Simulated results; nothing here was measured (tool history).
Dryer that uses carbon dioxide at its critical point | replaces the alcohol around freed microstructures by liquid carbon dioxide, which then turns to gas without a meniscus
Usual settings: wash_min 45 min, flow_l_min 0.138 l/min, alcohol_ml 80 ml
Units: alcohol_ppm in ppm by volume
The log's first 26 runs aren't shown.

| run | hour | wash_min | flow_l_min | alcohol_ml | hours of work since the filter was changed | hours of work since the purifier's bed was changed | alcohol_ppm |
|---|---|---|---|---|---|---|---|
| 27 | 303.2 | 28 | 0.122 | 20 | 93 | 430 | 987 |
| 28 | 318.6 | 33 | 0.167 | 52 | 102 | 438 | 389 |
| 29 | 328.6 | 33 | 0.167 | 52 | 107 | 444 | 390 |
| 30 | 335.3 | 45 | 0.196 | 38 | 110 | 447 | 32 |
| 31 | 344.7 | 45 | 0.136 | 80 | 115 | 452 | 366 |
| 32 | 354.7 | 49 | 0.124 | 37 | 121 | 457 | 195 |
| 33 | 365.9 | 49 | 0.085 | 41 | 126 | 463 | 1135 |
| 34 | 379.6 | 66 | 0.177 | 80 | 134 | 470 | 25 |
| 35 | 393.4 | 66 | 0.177 | 80 | 141 | 478 | 23 |

4 ways to go on from here, each from the tool as it stands after run 35. What would each give?
| A | 405.6 | 29 | 0.138 | 80 | 147 | 484 | ? |
| B | 405.6 | 50 | 0.192 | 48 | 147 | 484 | ? |
| C | 405.6 | 32 | 0.138 | 80 | 147 | 484 | ? |
| D | 405.6 | 66 | 0.134 | 31 | 147 | 484 | ? |

| run | alcohol_ppm |
|---|---|
| A | 2354 |
| B | 32 |
| C | 1630 |
| D | 41 |
Without the tool's hidden state the same runs would have given:
| run | alcohol_ppm |
|---|---|
| A | 2126 |
| B | 15 |
| C | 1453 |
| D | 24 |
